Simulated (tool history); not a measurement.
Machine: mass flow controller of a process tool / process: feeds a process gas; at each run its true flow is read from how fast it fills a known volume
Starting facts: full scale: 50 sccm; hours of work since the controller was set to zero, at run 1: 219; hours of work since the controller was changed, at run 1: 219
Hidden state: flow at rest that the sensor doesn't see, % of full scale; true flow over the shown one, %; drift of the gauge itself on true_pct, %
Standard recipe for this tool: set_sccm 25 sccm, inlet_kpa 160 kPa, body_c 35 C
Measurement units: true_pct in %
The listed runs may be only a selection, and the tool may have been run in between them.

run	hour	set_sccm	inlet_kpa	body_c	hours of work since the controller was set to zero	hours of work since the controller was changed	true_pct
1	0	25	160	35	219	219	98.04
2	83.1	7	160	35	257	257	96.87
3	184.9	24	160	35	304	304	97.92
4	294.9	25	160	23	354	354	98.87
5	378.5	25	157	35	393	393	98.09
6	471.9	25	266	35	436	436	98.35
7	532.2	25	160	35	463	463	97.95
8	585	25	160	35	488	488	98.01
9	650.3	10	160	26	518	518	97.5
10	755.5	16	234	25	566	566	98.5
11	839.3	16	234	25	604	604	98.43
12	925.1	16	229	24	644	644	98.58
13	1031.3	25	178	31	693	693	98.21
14	1113.1	25	274	36	730	730	98.28
15	1205.6	5	141	28	773	773	96.24

4 ways to go on from here, each from the tool as it stands after run 15. What would each give?
A	1317.8	7	227	28	824	824	?
B	1317.8	22	141	29	824	824	?
C	1317.8	5	157	28	824	824	?
D	1317.8	7	160	35	824	824	?

run	true_pct
A	97.17
B	97.94
C	96.32
D	96.31
With no hidden state in the tool, these same runs would have given:
run	true_pct
A	98.59
B	98.49
C	98.26
D	97.74
